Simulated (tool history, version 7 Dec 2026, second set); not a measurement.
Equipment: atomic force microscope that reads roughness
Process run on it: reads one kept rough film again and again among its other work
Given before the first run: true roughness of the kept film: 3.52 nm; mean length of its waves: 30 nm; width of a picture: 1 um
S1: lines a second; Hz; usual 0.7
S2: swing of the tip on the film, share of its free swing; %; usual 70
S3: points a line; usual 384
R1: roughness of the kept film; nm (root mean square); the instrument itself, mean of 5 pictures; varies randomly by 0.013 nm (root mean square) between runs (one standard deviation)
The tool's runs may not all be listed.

run	day	S1	S2	S3	R1
1	0	0.7	70	384	3.136
2	0.775	0.7	70	384	3.142
3	1.921	0.7	63	384	3.182
4	2.654	0.7	63	384	3.18
5	4.121	0.7	70	384	3.155
6	5.217	0.7	70	384	3.145
7	6.442	0.7	70	701	3.148
8	7.767	0.7	89	384	2.994
9	8.429	0.7	89	384	3.007
10	9.525	0.7	89	384	2.998
11	10.354	0.755	70	384	3.145
12	11.046	0.755	70	384	3.149
13	11.746	0.826	70	384	3.123
14	13.175	0.98	79	384	3.031
15	14.188	0.752	69	780	3.153
16	15.067	0.849	70	439	3.151
17	16.008	0.849	70	439	3.136
18	16.992	1.974	67	888	3.058
19	18.225	1.974	67	888	3.056
20	19.375	1.974	67	888	3.077
21	20.704	1.974	67	888	3.056
22	21.917	1.974	67	888	3.047
23	23.133	0.7	66	709	3.169
24	24.446	2.895	59	853	3.078
25	25.2	1.184	77	269	2.987

Put back what was entered between runs (4 entries, withheld): which listed runs does each sit between, and how does the hidden state differ from the listed run before to the listed run after?
Run 1 -> run 2: new tip fitted (day 0.354)
  radius of the tip, nm: 5.2 -> 5
Run 7 -> run 8: new tip fitted (day 7.633)
  radius of the tip, nm: 5.2 -> 5
Run 15 -> run 16: new tip fitted (day 14.8)
  radius of the tip, nm: 5.2 -> 5
Run 22 -> run 23: new tip fitted (day 22.046)
  radius of the tip, nm: 5.2 -> 5
